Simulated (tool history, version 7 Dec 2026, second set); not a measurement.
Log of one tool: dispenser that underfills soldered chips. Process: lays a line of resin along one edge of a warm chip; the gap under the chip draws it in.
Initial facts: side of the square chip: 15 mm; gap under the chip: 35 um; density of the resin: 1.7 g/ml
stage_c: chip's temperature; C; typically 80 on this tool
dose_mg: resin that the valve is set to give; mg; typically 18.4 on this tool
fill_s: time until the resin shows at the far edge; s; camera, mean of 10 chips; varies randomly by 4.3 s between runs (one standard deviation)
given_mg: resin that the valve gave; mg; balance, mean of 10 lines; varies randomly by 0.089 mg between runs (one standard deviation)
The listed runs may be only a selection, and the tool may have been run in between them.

run  hour  stage_c  dose_mg  fill_s  given_mg
  1     0       80     18.4   592.5     17.08
      3.4  -- new syringe of resin
  2   6.3       80     18.4     483     16.99
  3    10       80     18.4   514.4     16.89
  4  16.6       80     18.4   615.5     16.94
     18.8  -- new syringe of resin
  5    24       80     18.4   506.8     16.83
  6    27       80     18.4   560.8     16.65
  7  31.9       80     18.4   618.4     16.85
     34.3  -- new syringe of resin
  8  39.2       80     18.4   505.2     16.45
  9  45.9       80     19.5   586.3      17.6
     49.9  -- new syringe of resin
 10  51.3       81       17   480.5     15.22
 11  57.2       81       17   546.1     14.98
     59.7  -- dispensing valve cleaned and set on the balance
 12  63.9       81       17   592.6     16.98
     66.1  -- new syringe of resin
 13  67.5       81       17   455.8     16.93
 14  70.7       70     17.9     825     17.61

Consider 4 possible next runs. They are alternatives, not a sequence: every one starts from the tool as it was left by run 14. What does each give?
  A  76.8       80     16.4       ?         ?
  B  76.8       68     15.9       ?         ?
  C  76.8       73     18.9       ?         ?
  D  76.8       83     17.9       ?         ?

run  fill_s  given_mg
  A   598.5     16.29
  B  1097.9     15.83
  C   807.2      18.7
  D   509.5     17.72
With no hidden state in the tool, these same runs would have given:
run  fill_s  given_mg
  A   437.8     16.46
  B   800.5     15.99
  C   590.5     18.89
  D   373.3      17.9
